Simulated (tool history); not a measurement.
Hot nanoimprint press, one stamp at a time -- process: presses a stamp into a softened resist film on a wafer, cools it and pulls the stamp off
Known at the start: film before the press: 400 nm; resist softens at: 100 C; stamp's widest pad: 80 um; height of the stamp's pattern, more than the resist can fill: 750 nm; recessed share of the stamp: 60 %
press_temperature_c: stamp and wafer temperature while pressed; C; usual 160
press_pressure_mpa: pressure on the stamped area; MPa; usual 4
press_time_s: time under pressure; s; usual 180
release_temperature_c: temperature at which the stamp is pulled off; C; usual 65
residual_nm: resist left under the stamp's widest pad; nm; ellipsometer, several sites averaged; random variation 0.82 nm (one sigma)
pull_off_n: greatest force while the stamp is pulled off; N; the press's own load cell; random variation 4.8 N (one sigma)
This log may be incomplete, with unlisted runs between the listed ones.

run	day	press_temperature_c	press_pressure_mpa	press_time_s	release_temperature_c	residual_nm	pull_off_n
1	0	160	4	180	65	152.6	232
2	0.375	160	4	180	65	153.2	231
3	0.754	160	4	215	65	144.8	240
4	1.542	160	4	215	65	144.3	240
5	2.412	171	4	215	65	101.8	240
6	3.079	171	4	215	65	103	233
7	3.446	171	4	215	65	102.5	229
8	4.221	171	4	215	65	103	237
9	4.579	171	4	215	65	103.1	239
10	5.008	171	4	215	65	102.1	243
11	5.796	160	4	180	65	154.6	235
12	6.338	160	4	180	65	155.5	241
13	7.071	160	4	180	65	152.7	228
14	7.867	160	4	174	65	157.5	229
15	8.592	160	4	174	65	158.2	238
16	9.4	160	4	174	69	157.7	227
17	10.246	159	4.55	200	65	144	233
18	10.825	159	4.55	200	65	143.6	237
19	11.579	158	2.42	200	73	212.6	214
20	12.129	158	2.42	200	73	212.4	205
21	12.908	160	4	180	59	156.6	250
# day 13.204: plate thermocouple calibrated
# day 13.792: stamp cleaned and given a new release coat
22	13.954	166	4	180	65	130.2	228
23	14.779	166	4	180	65	130.3	237
24	15.288	151	4	180	65	210.3	237
25	16.112	152	4	180	60	204.1	252
26	16.712	160	4	187	65	155.8	228
27	17.425	168	4	180	72	123.5	213
28	18.104	153	4	189	72	193.3	210
# day 18.529: gauge calibrated
29	18.729	153	4	189	72	190.4	220

For some of the steps in residual_nm from one run to the next: how much would appear even if the tool had no hidden state, given the settings, what came in and random variation, and how much remains for the hidden state plus any gauge scatter that the measured result and the result without hidden state don't share?
Hidden conditions of the tool in this case: true temperature over the reading, C; pressure that arrives at the usual setting, %; grip of the stamp's worn release coat, % over a new coat's; drift of the gauge itself on residual_nm, %; drift of the gauge itself on pull_off_n, %.
Run 23 -> 24: press_temperature_c 166 -> 151. residual_nm +80 nm: hidden state +1.9, all else +78.1.
Run 27 -> 28: press_temperature_c 168 -> 153, press_time_s 180 -> 189. residual_nm +69.8 nm: hidden state +2, all else +67.8.
Run 28 -> 29: gauge calibrated. residual_nm -2.9 nm: hidden state -5.2, all else +2.3.

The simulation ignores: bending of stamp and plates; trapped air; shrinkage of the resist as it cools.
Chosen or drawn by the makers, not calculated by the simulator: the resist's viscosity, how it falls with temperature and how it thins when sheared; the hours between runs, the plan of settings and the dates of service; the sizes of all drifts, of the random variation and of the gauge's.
